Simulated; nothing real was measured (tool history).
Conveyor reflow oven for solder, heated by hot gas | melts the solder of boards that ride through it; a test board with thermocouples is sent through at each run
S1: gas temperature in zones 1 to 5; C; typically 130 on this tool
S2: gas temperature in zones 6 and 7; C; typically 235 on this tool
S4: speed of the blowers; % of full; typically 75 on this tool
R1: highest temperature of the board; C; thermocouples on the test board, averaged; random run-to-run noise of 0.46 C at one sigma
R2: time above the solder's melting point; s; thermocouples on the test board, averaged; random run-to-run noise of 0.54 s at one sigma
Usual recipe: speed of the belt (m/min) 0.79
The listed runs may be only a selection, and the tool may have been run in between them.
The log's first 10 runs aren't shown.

run 11 hour=268.5 | S1=130 S2=235 speed_of_the_belt_(m/min)=0.79 S4=75 | R1=211.7 R2=29.1
run 12 hour=301.1 | S1=130 S2=235 speed_of_the_belt_(m/min)=0.79 S4=75 | R1=211.4 R2=29.9
-- hour=336.1 flux residue cleaned out of gas plates and filters
run 13 hour=338.4 | S1=130 S2=235 speed_of_the_belt_(m/min)=0.79 S4=75 | R1=216 R2=31.2
run 14 hour=357 | S1=130 S2=235 speed_of_the_belt_(m/min)=0.79 S4=74 | R1=215.5 R2=31.4
run 15 hour=374.5 | S1=130 S2=235 speed_of_the_belt_(m/min)=0.79 S4=74 | R1=214.6 R2=31.7
run 16 hour=401.7 | S1=130 S2=235 speed_of_the_belt_(m/min)=0.79 S4=74 | R1=214.2 R2=31.2
run 17 hour=423.9 | S1=130 S2=235 speed_of_the_belt_(m/min)=0.79 S4=74 | R1=214.3 R2=30.7
run 18 hour=438.1 | S1=130 S2=235 speed_of_the_belt_(m/min)=0.79 S4=74 | R1=213.9 R2=31.1
run 19 hour=465.3 | S1=143 S2=228 speed_of_the_belt_(m/min)=0.779 S4=68 | R1=209.4 R2=32
run 20 hour=488.6 | S1=143 S2=228 speed_of_the_belt_(m/min)=0.813 S4=68 | R1=208.7 R2=29.2
run 21 hour=505.4 | S1=143 S2=228 speed_of_the_belt_(m/min)=0.924 S4=65 | R1=203.1 R2=22
run 22 hour=527.8 | S1=130 S2=230 speed_of_the_belt_(m/min)=0.91 S4=75 | R1=203.2 R2=21.5
run 23 hour=559.6 | S1=139 S2=246 speed_of_the_belt_(m/min)=0.707 S4=59 | R1=225.2 R2=43.4
run 24 hour=585.7 | S1=130 S2=235 speed_of_the_belt_(m/min)=0.79 S4=75 | R1=212.9 R2=30
run 25 hour=601.8 | S1=130 S2=225 speed_of_the_belt_(m/min)=0.79 S4=67 | R1=202.8 R2=23
-- hour=610.2 thermocouples of zones 6 and 7 changed
run 26 hour=630.6 | S1=130 S2=235 speed_of_the_belt_(m/min)=0.79 S4=62 | R1=212.7 R2=29.7
run 27 hour=660.6 | S1=132 S2=239 speed_of_the_belt_(m/min)=0.79 S4=58 | R1=215.8 R2=31.6
run 28 hour=675.8 | S1=132 S2=239 speed_of_the_belt_(m/min)=0.79 S4=58 | R1=215.7 R2=32.6
run 29 hour=706.3 | S1=118 S2=239 speed_of_the_belt_(m/min)=0.88 S4=77 | R1=211.3 R2=24.2
run 30 hour=732 | S1=118 S2=239 speed_of_the_belt_(m/min)=0.88 S4=77 | R1=211 R2=24.1

Forecast each of these 4 alternatives for the next run:
run A hour=761.9 | S1=125 S2=240 speed_of_the_belt_(m/min)=0.694 S4=75 | R1=? R2=?
run B hour=761.9 | S1=130 S2=239 speed_of_the_belt_(m/min)=0.81 S4=77 | R1=? R2=?
run C hour=761.9 | S1=134 S2=235 speed_of_the_belt_(m/min)=0.819 S4=51 | R1=? R2=?
run D hour=761.9 | S1=122 S2=239 speed_of_the_belt_(m/min)=0.88 S4=77 | R1=? R2=?

run=A R1=222.7 R2=39.7
run=B R1=217.6 R2=31.3
run=C R1=208.4 R2=26.9
run=D R1=212.3 R2=24.6
With no hidden state in the tool, these same runs would have given:
run=A R1=225.4 R2=40.5
run=B R1=220.6 R2=32.4
run=C R1=210.9 R2=28.2
run=D R1=215.8 R2=26.1
